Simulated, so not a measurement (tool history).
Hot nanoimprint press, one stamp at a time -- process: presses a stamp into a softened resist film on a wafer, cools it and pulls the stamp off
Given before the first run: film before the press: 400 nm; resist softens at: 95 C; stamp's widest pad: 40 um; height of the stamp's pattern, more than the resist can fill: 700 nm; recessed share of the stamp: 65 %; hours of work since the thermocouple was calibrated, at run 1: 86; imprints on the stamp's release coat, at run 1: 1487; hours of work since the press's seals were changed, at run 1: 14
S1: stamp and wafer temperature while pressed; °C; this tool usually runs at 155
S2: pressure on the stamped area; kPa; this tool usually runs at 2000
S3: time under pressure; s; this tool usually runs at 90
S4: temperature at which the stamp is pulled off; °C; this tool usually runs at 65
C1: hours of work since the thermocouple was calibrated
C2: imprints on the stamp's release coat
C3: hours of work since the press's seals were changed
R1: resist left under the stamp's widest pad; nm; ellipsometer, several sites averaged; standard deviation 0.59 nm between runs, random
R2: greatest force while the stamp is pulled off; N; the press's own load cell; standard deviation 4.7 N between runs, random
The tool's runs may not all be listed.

| run | day | S1 | S2 | S3 | S4 | C1 | C2 | C3 | R1 | R2 |
|---|---|---|---|---|---|---|---|---|---|---|
| 1 | 0 | 155 | 2000 | 90 | 65 | 86 | 1487 | 14 | 209.7 | 232 |
| 2 | 0.975 | 155 | 2000 | 90 | 65 | 104 | 1584 | 32 | 211.6 | 225 |
| 3 | 1.808 | 155 | 2000 | 90 | 65 | 120 | 1667 | 47 | 210.4 | 228 |
| 4 | 2.454 | 155 | 2000 | 90 | 65 | 132 | 1731 | 60 | 211.8 | 222 |
| 5 | 3.671 | 155 | 2000 | 90 | 65 | 154 | 1851 | 82 | 212 | 231 |
| 6 | 4.783 | 155 | 2000 | 90 | 65 | 175 | 1961 | 103 | 212.2 | 227 |
| 7 | 5.758 | 155 | 2000 | 90 | 65 | 193 | 2058 | 121 | 212.6 | 233 |
|  | 6.575 | stamp cleaned and given a new release coat |
| 8 | 7.342 | 155 | 2000 | 90 | 65 | 218 | 76 | 146 | 211.7 | 238 |
| 9 | 8.875 | 155 | 2000 | 90 | 65 | 246 | 228 | 174 | 213.1 | 225 |
| 10 | 10.346 | 155 | 2520 | 90 | 65 | 274 | 374 | 201 | 191.1 | 234 |
| 11 | 11.721 | 155 | 2520 | 90 | 65 | 299 | 510 | 227 | 191.1 | 227 |
|  | 11.983 | plate thermocouple calibrated |
| 12 | 12.512 | 155 | 2520 | 90 | 65 | 10 | 576 | 239 | 191.1 | 233 |
| 13 | 13.329 | 155 | 2520 | 90 | 65 | 25 | 657 | 255 | 191.4 | 226 |
| 14 | 14.375 | 155 | 2000 | 92 | 65 | 44 | 760 | 274 | 212.5 | 228 |
| 15 | 15.812 | 155 | 2000 | 137 | 65 | 71 | 903 | 301 | 186.1 | 230 |
|  | 16.283 | gauge calibrated |
| 16 | 17.012 | 155 | 2000 | 137 | 65 | 93 | 1022 | 323 | 182.6 | 234 |
| 17 | 17.679 | 155 | 2630 | 109 | 63 | 106 | 1088 | 335 | 172.3 | 239 |
| 18 | 18.75 | 151 | 2000 | 138 | 60 | 126 | 1194 | 355 | 209.3 | 249 |
| 19 | 20.221 | 151 | 2000 | 138 | 60 | 153 | 1340 | 383 | 209.7 | 243 |
| 20 | 21.579 | 154 | 1780 | 60 | 58 | 178 | 1474 | 408 | 259.8 | 251 |
| 21 | 22.95 | 145 | 1780 | 67 | 58 | 204 | 1610 | 433 | 311.5 | 245 |
| 22 | 23.638 | 143 | 2660 | 62 | 71 | 217 | 1678 | 446 | 295.1 | 199 |
| 23 | 25.038 | 155 | 1280 | 58 | 65 | 243 | 1817 | 472 | 289.4 | 220 |
| 24 | 26.054 | 167 | 2000 | 108 | 65 | 261 | 1917 | 491 | 138.8 | 229 |
| 25 | 26.829 | 143 | 1420 | 83 | 51 | 276 | 1994 | 505 | 333.6 | 274 |
| 26 | 27.562 | 143 | 1420 | 83 | 51 | 289 | 2067 | 519 | 332.3 | 273 |
|  | 28.246 | stamp cleaned and given a new release coat |
|  | 28.596 | plate thermocouple calibrated |
| 27 | 29.321 | 144 | 2600 | 72 | 65 | 13 | 94 | 545 | 280.7 | 225 |
| 28 | 30.554 | 144 | 2600 | 72 | 65 | 36 | 216 | 568 | 280.6 | 233 |
| 29 | 32.021 | 159 | 2600 | 72 | 65 | 64 | 362 | 595 | 180.1 | 232 |
| 30 | 33.575 | 162 | 2000 | 66 | 70 | 93 | 515 | 624 | 195 | 213 |
| 31 | 34.362 | 146 | 2000 | 45 | 65 | 107 | 593 | 638 | 322.5 | 233 |

What differs in the tool's unlogged condition from the final listed run ahead of each entry between runs to the first listed run following it?
In the gap between runs 7 and 8: stamp cleaned and given a new release coat (day 6.575)
  pressure that arrives at the usual setting, %: 100 -> 99.99; grip of the stamp's worn release coat, % over a new coat's: 0.6 -> 0; drift of the gauge itself on residual_nm, %: 0.84 -> 1.04
  what was measured, less what the result would be without the hidden state, R1: +1.8 -> +2.2 nm
In the gap between runs 11 and 12: plate thermocouple calibrated (day 11.983)
  true temperature over the reading, C: -0.01 -> 0; grip of the stamp's worn release coat, % over a new coat's: 0.1 -> 0.2; drift of the gauge itself on residual_nm, %: 1.68 -> 1.78
  what was measured, less what the result would be without the hidden state, R1: +3.2 -> +3.4 nm
In the gap between runs 15 and 16: gauge calibrated (day 16.283)
  drift of the gauge itself on residual_nm, %: 2.26 -> 0.11
  what was measured, less what the result would be without the hidden state, R1: +4.2 -> +0.2 nm
In the gap between runs 26 and 27: stamp cleaned and given a new release coat (day 28.246); plate thermocouple calibrated (day 28.596)
  true temperature over the reading, C: -0.01 -> 0; grip of the stamp's worn release coat, % over a new coat's: 0.6 -> 0; drift of the gauge itself on residual_nm, %: 1.65 -> 1.86
  what was measured, less what the result would be without the hidden state, R1: +5.5 -> +5.1 nm

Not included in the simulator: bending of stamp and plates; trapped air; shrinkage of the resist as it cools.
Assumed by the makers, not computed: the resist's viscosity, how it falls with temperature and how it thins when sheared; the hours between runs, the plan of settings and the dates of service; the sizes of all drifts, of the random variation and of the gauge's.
